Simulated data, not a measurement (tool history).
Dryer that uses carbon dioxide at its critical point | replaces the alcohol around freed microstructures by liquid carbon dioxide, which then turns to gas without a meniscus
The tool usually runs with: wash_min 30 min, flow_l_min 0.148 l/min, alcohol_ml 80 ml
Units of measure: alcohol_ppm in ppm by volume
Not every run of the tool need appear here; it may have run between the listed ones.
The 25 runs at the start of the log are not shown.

run	hour	wash_min	flow_l_min	alcohol_ml	alcohol_ppm
26	278.2	18	0.138	80	4372
# hour 287.5: inlet filter changed
27	294.2	19	0.148	80	1641
28	308.2	19	0.148	80	1670
29	324.2	19	0.192	44	331
30	332.3	21	0.176	44	333
31	339.3	21	0.176	44	328
32	349.9	21	0.176	44	343
33	359.7	21	0.176	44	361

4 options for the next run, each taken on its own from the tool as it stands now. Forecast them:
A	367.2	29	0.171	99	?
B	367.2	27	0.166	111	?
C	367.2	21	0.176	22	?
D	367.2	23	0.216	80	?

run	alcohol_ppm
A	194
B	299
C	232
D	177
Without the tool's unlogged condition, the same runs would have read:
run	alcohol_ppm
A	48
B	133
C	81
D	37
